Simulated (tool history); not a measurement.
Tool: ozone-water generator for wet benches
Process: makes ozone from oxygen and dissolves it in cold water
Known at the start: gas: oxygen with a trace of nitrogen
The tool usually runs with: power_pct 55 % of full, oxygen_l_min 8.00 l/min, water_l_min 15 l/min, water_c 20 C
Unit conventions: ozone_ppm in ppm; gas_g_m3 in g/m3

run     day  power_pct  oxygen_l_min  water_l_min  water_c  ozone_ppm  gas_g_m3
  1   0.000         55          8.00           15       20       27.3     230.2
  2   0.562         43          8.00           15       20       24.0     200.9
  3   1.483         55          8.00           15       20       27.6     227.2
  4   2.517         55          8.00           20       20       22.2     232.0
  5   3.454         88          8.00           15       20       36.6     307.6
  6   4.112         74          8.00           15       20       32.7     274.4
  7   5.212         74          8.00           15       20       33.0     274.6
  8   6.471         74          8.00           15       20       32.6     273.6
  9   7.250         74          8.00           15       20       33.1     276.7
 10   8.175         55          8.00           15       16       30.1     232.3
 11   8.812         55          8.00           15       21       26.9     231.3
 12   9.679         55          8.00           15       21       27.0     231.3
 13  10.304         55          8.00           14       20       28.7     232.6
 14  11.704         55          8.00           14       20       29.2     232.9
 15  12.679         55          8.00           23       20       19.7     231.6
 16  13.792         48          8.00           23       20       18.3     216.6
 17  14.788         55          8.00           22       17       21.6     231.2
 18  15.692         62         12.86           15       26       23.7     198.5
 19  16.679         62         12.86           15       26       23.8     197.1
 20  17.475         62         12.86           15       26       23.8     198.8
 21  18.433         62         12.86           15       26       23.8     199.6
 22  19.483         62         12.86           15       26       23.6     197.8
 23  20.483         55          5.27           15       20       28.5     281.0
 24  21.521         55          5.27            9       20       40.5     281.8
 25  22.875         79         13.21           12       12       42.8     227.4
 26  23.729         79         13.21           12       16       39.4     225.0
 27  24.979         62          4.21           12       26       32.6     333.8
 28  25.904         65          8.61           24       20       21.0     246.6
 29  26.912         67         11.69           15       20       28.9     217.6
 30  27.871         43          6.45           18       15       22.8     222.7
 31  28.629         97          8.00           15       17       41.0     321.4
 32  29.671         97          8.00           15       17       41.0     325.6

Below are 3 alternative next runs, each starting from the tool's condition after run 32. Predict each:
  A  30.675         50          8.00           15       17          ?         ?
  B  30.675         97          6.55           15       24          ?         ?
  C  30.675         97          7.90           15       17          ?         ?

run  ozone_ppm  gas_g_m3
  A       27.6     219.8
  B       36.2     354.6
  C       41.4     323.3
The same runs, with their run-to-run variation unchanged, on a tool lacking any hidden condition would have given:
run  ozone_ppm  gas_g_m3
  A       27.6     219.8
  B       36.2     354.6
  C       41.4     323.4

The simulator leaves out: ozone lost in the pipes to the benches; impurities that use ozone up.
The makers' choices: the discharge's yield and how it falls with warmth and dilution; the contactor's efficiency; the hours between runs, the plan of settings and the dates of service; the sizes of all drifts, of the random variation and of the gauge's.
